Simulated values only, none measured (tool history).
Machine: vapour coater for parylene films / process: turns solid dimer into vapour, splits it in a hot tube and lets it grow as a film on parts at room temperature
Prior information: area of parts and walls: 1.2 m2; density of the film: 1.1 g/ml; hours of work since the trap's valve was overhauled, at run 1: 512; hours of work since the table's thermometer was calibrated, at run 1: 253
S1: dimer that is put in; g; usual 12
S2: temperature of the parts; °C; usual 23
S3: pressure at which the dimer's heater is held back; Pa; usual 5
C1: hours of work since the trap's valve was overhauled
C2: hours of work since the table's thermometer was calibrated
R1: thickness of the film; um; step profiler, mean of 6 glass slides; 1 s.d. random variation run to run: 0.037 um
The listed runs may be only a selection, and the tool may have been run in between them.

run 1 hour=0 | S1=12 S2=23 S3=5 | C1=512 C2=253 | R1=4.24
run 2 hour=21.8 | S1=12 S2=23 S3=5 | C1=521 C2=261 | R1=4.18
run 3 hour=42.6 | S1=12 S2=23 S3=5 | C1=530 C2=270 | R1=4.14
run 4 hour=59.4 | S1=12 S2=23 S3=5 | C1=536 C2=277 | R1=4.15
-- hour=67.2 trap's valve overhauled
run 5 hour=74.2 | S1=12 S2=23 S3=5 | C1=3 C2=281 | R1=4.82
run 6 hour=85.7 | S1=12 S2=23 S3=5 | C1=7 C2=286 | R1=4.81
run 7 hour=111.2 | S1=12 S2=23 S3=5 | C1=18 C2=296 | R1=4.79
-- hour=114 table's thermometer calibrated
run 8 hour=135.5 | S1=12 S2=23 S3=5 | C1=27 C2=9 | R1=4.73
run 9 hour=151.6 | S1=16 S2=20 S3=3.31 | C1=34 C2=15 | R1=8.04
run 10 hour=176.2 | S1=16 S2=20 S3=3.31 | C1=43 C2=25 | R1=7.83
-- hour=194.7 table's thermometer calibrated, once more
run 11 hour=198.7 | S1=17 S2=20 S3=2.46 | C1=52 C2=2 | R1=8.83
run 12 hour=222 | S1=9 S2=29 S3=8.99 | C1=61 C2=11 | R1=2.31
run 13 hour=239.8 | S1=15 S2=23 S3=2.6 | C1=69 C2=18 | R1=6.59
run 14 hour=263.6 | S1=7 S2=20 S3=11.63 | C1=78 C2=28 | R1=2.71
run 15 hour=276.5 | S1=12 S2=33 S3=2.56 | C1=83 C2=33 | R1=3.21
run 16 hour=297.1 | S1=12 S2=33 S3=9.31 | C1=92 C2=41 | R1=2.53

5 options for the next run, each taken on its own from the tool as it stands now. Forecast them:
run A hour=320.2 | S1=15 S2=17 S3=5 | C1=101 C2=50 | R1=?
run B hour=320.2 | S1=9 S2=26 S3=4.7 | C1=101 C2=50 | R1=?
run C hour=320.2 | S1=12 S2=18 S3=9.31 | C1=101 C2=50 | R1=?
run D hour=320.2 | S1=11 S2=33 S3=3.4 | C1=101 C2=50 | R1=?
run E hour=320.2 | S1=11 S2=33 S3=2.23 | C1=101 C2=50 | R1=?

run=A R1=7.75
run=B R1=3.07
run=C R1=5.33
run=D R1=2.77
run=E R1=3.05
Stripped of hidden state, with their random variation kept, the same runs would have yielded:
run=A R1=8.03
run=B R1=3.18
run=C R1=5.53
run=D R1=2.87
run=E R1=3.16
